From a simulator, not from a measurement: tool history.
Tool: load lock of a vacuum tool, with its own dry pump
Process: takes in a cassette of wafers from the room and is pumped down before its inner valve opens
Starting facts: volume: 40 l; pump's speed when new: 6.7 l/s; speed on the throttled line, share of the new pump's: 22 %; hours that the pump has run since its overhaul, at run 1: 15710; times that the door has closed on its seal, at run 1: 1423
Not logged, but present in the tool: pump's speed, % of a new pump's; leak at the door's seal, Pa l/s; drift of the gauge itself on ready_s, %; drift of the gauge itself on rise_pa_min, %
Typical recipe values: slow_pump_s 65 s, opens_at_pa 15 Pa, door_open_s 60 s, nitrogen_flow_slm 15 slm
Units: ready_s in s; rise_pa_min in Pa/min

run,hour,slow_pump_s,opens_at_pa,door_open_s,nitrogen_flow_slm,hours that the pump has run since its overhaul,times that the door has closed on its seal,"incoming humidity of the room's air, %",ready_s,rise_pa_min
1,0.0,65,15,60,15,15710,1423,45.7,116.1,0.037
2,268.6,65,14,60,15,15979,1874,43.7,115.9,0.035
3,557.8,65,14,60,15,16268,2359,41.4,117.2,0.038
4,945.4,65,14,60,15,16656,3009,43.3,116.9,0.039
5,1441.6,65,15,60,15,17152,3842,46.3,117.4,0.042
6,1882.2,65,15,60,23,17593,4581,43.8,118.0,0.038
7,2407.4,65,15,60,15,18118,5462,45.7,117.2,0.041
# hour 2733.8: dry pump taken out, an overhauled one fitted
8,2889.9,65,15,60,15,156,6261,48.5,102.8,0.051
9,3161.7,65,15,60,15,428,6717,43.9,104.3,0.047
10,3465.8,65,15,60,6,732,7227,42.1,104.1,0.069
11,3812.4,65,15,60,6,1079,7809,47.4,104.1,0.070
12,4342.6,65,15,60,6,1609,8698,44.1,103.7,0.069
13,4896.5,65,15,60,6,2163,9628,48.7,104.6,0.077
14,5172.1,65,15,44,15,2438,10090,42.6,104.2,0.043
15,5577.0,65,15,44,15,2843,10769,42.8,105.4,0.046
16,5895.9,65,15,44,15,3162,11304,47.8,103.3,0.054
17,6161.6,65,20,44,15,3428,11750,44.8,104.4,0.053
18,6389.2,65,20,44,15,3655,12132,43.7,102.6,0.055
19,6774.8,54,15,107,15,4041,12779,43.1,98.0,0.074
20,7019.1,89,18,201,7,4285,13188,45.0,123.0,0.132
21,7429.8,65,15,36,4,4696,13877,45.4,106.2,0.070
22,7944.3,65,17,36,25,5211,14741,43.7,105.8,0.055
23,8252.1,65,17,36,25,5518,15257,44.5,105.2,0.053
24,8584.9,65,15,60,9,5851,15815,47.8,106.7,0.084
25,8865.3,65,15,60,9,6131,16286,48.4,107.3,0.093
26,9310.6,88,15,155,9,6577,17033,42.7,124.6,0.114
27,9556.9,33,15,60,13,6823,17446,41.4,83.0,0.074
28,9876.2,33,15,60,13,7142,17981,44.6,84.1,0.081
29,10151.7,65,14,88,15,7418,18444,43.6,108.0,0.089
30,10425.2,46,13,207,15,7691,18902,44.5,96.3,0.116
31,10903.3,84,16,173,9,8169,19704,43.9,122.8,0.127
32,11396.2,65,20,162,5,8662,20531,48.5,107.0,0.162
33,11631.6,65,20,162,5,8898,20926,46.7,106.8,0.160
34,12170.7,110,15,128,5,9437,21831,48.1,142.8,0.150
35,12431.1,43,16,48,29,9697,22267,43.2,93.2,0.076
36,12876.0,43,16,48,29,10142,23014,45.8,93.7,0.079

How the hidden state differs across the entries between the runs, from the last listed run before each to the first after it:
After run 7, before run 8: dry pump taken out, an overhauled one fitted (hour 2733.8)
  pump's speed, % of a new pump's: 72.6 -> 100.1; leak at the door's seal, Pa l/s: 0.0069 -> 0.0078
  measured value less the no-hidden-state value, ready_s: +14.6 -> +0.0 s; rise_pa_min: +0.008 -> +0.009 Pa/min
